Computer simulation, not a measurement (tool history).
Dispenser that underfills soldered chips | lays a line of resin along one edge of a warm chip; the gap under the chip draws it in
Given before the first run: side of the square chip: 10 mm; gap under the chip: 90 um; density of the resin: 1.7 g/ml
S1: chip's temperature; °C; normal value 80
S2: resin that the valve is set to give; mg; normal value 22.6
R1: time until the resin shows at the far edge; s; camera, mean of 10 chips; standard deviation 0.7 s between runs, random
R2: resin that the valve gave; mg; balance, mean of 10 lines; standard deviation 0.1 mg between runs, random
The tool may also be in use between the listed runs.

| run | hour | S1 | S2 | R1 | R2 |
|---|---|---|---|---|---|
| 1 | 0 | 80 | 22.6 | 100.6 | 21.55 |
|  | 1.6 | new syringe of resin |
| 2 | 8 | 69 | 22.6 | 153.4 | 21.51 |
|  | 12.7 | new syringe of resin |
| 3 | 18.9 | 69 | 22.6 | 153.3 | 21.2 |
|  | 24 | new syringe of resin |
|  | 26.3 | dispensing valve cleaned and set on the balance |
| 4 | 31.7 | 69 | 22.6 | 151.5 | 22.63 |
|  | 35.8 | new syringe of resin |
| 5 | 39.1 | 69 | 22.6 | 127 | 22.5 |
|  | 46.5 | new syringe of resin |
| 6 | 50 | 69 | 22.6 | 126.3 | 22.61 |
|  | 57.2 | new syringe of resin |
| 7 | 65.7 | 69 | 22.6 | 166.8 | 22.21 |
|  | 68.4 | new syringe of resin |
|  | 79.2 | new syringe of resin |
| 8 | 80.9 | 68 | 22.6 | 122.7 | 22.14 |
|  | 90.8 | new syringe of resin |
| 9 | 90.8 | 68 | 22.6 | 110.8 | 22.07 |
| 10 | 97.9 | 69 | 28.3 | 148.1 | 27.72 |
|  | 101.6 | new syringe of resin |
| 11 | 110.9 | 83 | 28.3 | 80.2 | 27.57 |
|  | 113.5 | new syringe of resin |
| 12 | 120.1 | 86 | 25.8 | 62.7 | 25.05 |
|  | 125.1 | new syringe of resin |
| 13 | 127.4 | 68 | 23.4 | 128.4 | 22.54 |
|  | 136.2 | new syringe of resin |
| 14 | 142.3 | 88 | 23.4 | 55.5 | 22.37 |
|  | 147.7 | new syringe of resin |
| 15 | 155 | 90 | 21.3 | 54.9 | 20.16 |
|  | 158.4 | new syringe of resin |
| 16 | 168.4 | 90 | 21.3 | 63.2 | 20.14 |
|  | 169.7 | new syringe of resin |
|  | 180.3 | new syringe of resin |
| 17 | 182.8 | 86 | 28 | 48.9 | 26.43 |
|  | 187.9 | dispensing valve cleaned and set on the balance |
|  | 192.8 | new syringe of resin |
| 18 | 194.4 | 86 | 28 | 47.1 | 28.11 |

Forecast each of these 4 alternatives for the next run:
|  | 203.8 | new syringe of resin |
| A | 205.5 | 94 | 26.1 | ? | ? |
|  | 203.8 | new syringe of resin |
| B | 205.5 | 65 | 21.8 | ? | ? |
|  | 203.8 | new syringe of resin |
| C | 205.5 | 94 | 22.5 | ? | ? |
|  | 203.8 | new syringe of resin |
| D | 205.5 | 74 | 19.3 | ? | ? |

| run | R1 | R2 |
|---|---|---|
| A | 31.8 | 26.08 |
| B | 142.3 | 21.64 |
| C | 33.3 | 22.51 |
| D | 90.8 | 19.12 |
Take away the tool's hidden state, keep each run's random variation, and the runs would have read:
| run | R1 | R2 |
|---|---|---|
| A | 30.6 | 26.25 |
| B | 138.1 | 21.78 |
| C | 32.1 | 22.65 |
| D | 87.8 | 19.25 |

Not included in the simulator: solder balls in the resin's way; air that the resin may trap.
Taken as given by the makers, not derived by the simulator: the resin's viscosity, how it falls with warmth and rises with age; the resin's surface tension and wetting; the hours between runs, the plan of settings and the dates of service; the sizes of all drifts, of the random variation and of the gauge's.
